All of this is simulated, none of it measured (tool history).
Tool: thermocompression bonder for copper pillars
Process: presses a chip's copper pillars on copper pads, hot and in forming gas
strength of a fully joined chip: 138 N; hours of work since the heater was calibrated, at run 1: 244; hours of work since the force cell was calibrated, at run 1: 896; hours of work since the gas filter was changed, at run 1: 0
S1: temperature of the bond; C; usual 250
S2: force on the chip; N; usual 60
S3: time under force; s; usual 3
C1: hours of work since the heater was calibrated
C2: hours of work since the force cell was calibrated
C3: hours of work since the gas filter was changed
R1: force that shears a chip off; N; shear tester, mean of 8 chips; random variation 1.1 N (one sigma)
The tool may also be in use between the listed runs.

run,hour,S1,S2,S3,C1,C2,C3,R1
1,0.0,250,60,3,244,896,0,100.9
2,76.6,250,60,3,304,956,60,99.9
3,157.8,250,60,3,368,1020,124,97.6
4,213.1,250,60,3,411,1063,167,95.9
5,281.4,267,60,3,464,1116,220,107.5
6,367.2,250,60,3,532,1184,288,94.2
# hour 429.6: forming gas filter changed
7,443.6,250,60,3,591,1243,11,99.5
8,496.4,250,60,3,633,1285,52,97.1
9,543.3,250,60,3,669,1321,89,99.4
10,603.7,250,60,3,717,1369,136,96.2
11,672.2,250,60,3,770,1422,190,95.5
12,739.2,250,60,3,823,1475,243,91.7
13,800.5,250,60,2,871,1523,291,79.3
# hour 862.0: forming gas filter changed
# hour 875.0: heater calibrated with a thermocouple chip
14,890.5,250,60,2,12,1591,21,94.7
15,951.1,250,50,3,60,1639,68,94.9
16,1011.3,250,50,3,107,1686,116,92.9
17,1100.4,250,50,3,177,1756,185,90.6
18,1162.5,250,60,3,225,1805,234,96.9
19,1239.1,250,60,3,285,1865,294,96.0
20,1277.4,245,70,4,315,1895,324,102.0
# hour 1300.1: forming gas filter changed
21,1339.4,245,40,3,364,1943,31,79.3
22,1392.7,245,40,3,405,1985,73,77.9
23,1463.2,227,44,3,461,2040,128,68.5
24,1547.3,229,64,6,527,2106,194,97.1
# hour 1576.8: force cell calibrated
25,1601.4,250,79,2,568,19,235,94.8
26,1688.0,250,60,3,636,87,303,91.6
# hour 1732.8: forming gas filter changed
27,1733.0,269,37,9,670,122,0,114.7
28,1821.6,268,56,3,740,191,70,104.1
29,1906.7,256,60,3,807,258,136,96.1
30,1958.9,256,60,3,848,299,177,96.6

The next listed run, before its measurement:
31,2011.1,261,51,3,888,340,218,?

Run 31 gave R1 91.9 N.
Without the tool's hidden state the same run would have given R1 103.0 N.
